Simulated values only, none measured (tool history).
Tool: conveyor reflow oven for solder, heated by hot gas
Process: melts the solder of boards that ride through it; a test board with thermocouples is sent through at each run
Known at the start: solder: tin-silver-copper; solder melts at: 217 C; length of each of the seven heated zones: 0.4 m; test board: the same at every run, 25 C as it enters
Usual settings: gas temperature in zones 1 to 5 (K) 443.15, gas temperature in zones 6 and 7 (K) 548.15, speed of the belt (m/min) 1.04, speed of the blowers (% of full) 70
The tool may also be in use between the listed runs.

run   hour  gas temperature in zones 1 to 5 (K)  gas temperature in zones 6 and 7 (K)  speed of the belt (m/min)  speed of the blowers (% of full)  highest temperature of the board (K)  time above the solder's melting point (s)
  1    0.0                               443.15                                548.15                       1.04                                70                                528.65                                       34.5
  2   11.3                               443.15                                548.15                       1.04                                70                                527.95                                       34.7
  3   20.1                               443.15                                548.15                       1.04                                70                                528.65                                       34.5
  4   28.1                               443.15                                548.15                       1.04                                70                                528.55                                       34.6
  5   36.1                               443.15                                548.15                       1.04                                70                                528.15                                       34.5
  6   45.9                               443.15                                548.15                       1.04                                70                                528.55                                       34.7
  7   59.0                               443.15                                548.15                       1.04                                70                                528.35                                       34.6
  8   67.1                               443.15                                548.15                       1.04                                70                                528.85                                       34.4
  9   78.5                               443.15                                548.15                       1.11                                70                                525.85                                       31.4
 10   90.0                               443.15                                548.15                       1.11                                70                                526.75                                       30.8
 11  101.9                               443.15                                548.15                       1.11                                70                                525.95                                       31.4
 12  109.2                               443.15                                548.15                       1.04                                70                                528.25                                       34.6
 13  115.9                               443.15                                548.15                       1.04                                70                                528.55                                       34.7
 14  128.9                               443.15                                548.15                       1.04                                70                                527.85                                       34.8
 15  142.0                               443.15                                548.15                       1.04                                70                                528.75                                       34.5
 16  147.8                               443.15                                548.15                       1.04                                70                                527.75                                       34.9
 17  154.1                               443.15                                548.15                       0.94                                70                                531.75                                       40.1
 18  162.9                               443.15                                548.15                       0.95                                70                                531.45                                       39.9
 19  170.5                               447.15                                559.15                       0.97                                53                                535.85                                       40.3
 20  182.5                               448.15                                540.15                       0.97                                65                                523.25                                       36.3
 21  192.3                               443.15                                548.15                       1.04                                62                                525.65                                       33.6
 22  201.9                               443.15                                548.15                       1.04                                62                                525.45                                       33.1
 23  208.5                               443.15                                548.15                       1.04                                62                                525.35                                       33.3
 24  219.1                               441.15                                537.15                       0.84                                68                                524.25                                       41.8
 25  230.2                               441.15                                537.15                       0.84                                68                                524.65                                       41.9
 26  237.9                               443.15                                541.15                       1.04                                82                                524.95                                       34.2
 27  243.7                               443.15                                541.15                       1.04                                82                                524.95                                       33.6
 28  253.0                               448.15                                541.15                       0.89                                83                                530.25                                       43.9
 29  263.0                               443.15                                538.15                       1.22                                70                                513.25                                       22.2
 30  275.7                               443.15                                538.15                       1.22                                70                                513.45                                       22.3

Forecast each of these 5 alternatives for the next run:
  A  286.7                               444.15                                538.15                       1.04                                82                                     ?                                          ?
  B  286.7                               443.15                                538.15                       1.22                                70                                     ?                                          ?
  C  286.7                               432.15                                548.15                       0.85                                67                                     ?                                          ?
  D  286.7                               443.15                                540.15                       1.04                                70                                     ?                                          ?
  E  286.7                               452.15                                538.15                       1.22                                70                                     ?                                          ?

run  highest temperature of the board (K)  time above the solder's melting point (s)
  A                                522.65                                       33.0
  B                                513.85                                       22.4
  C                                532.55                                       43.1
  D                                522.35                                       31.4
  E                                516.05                                       24.9
Without the tool's hidden state the same runs would have given:
run  highest temperature of the board (K)  time above the solder's melting point (s)
  A                                522.75                                       33.0
  B                                513.95                                       22.5
  C                                532.65                                       43.2
  D                                522.45                                       31.4
  E                                516.15                                       25.0
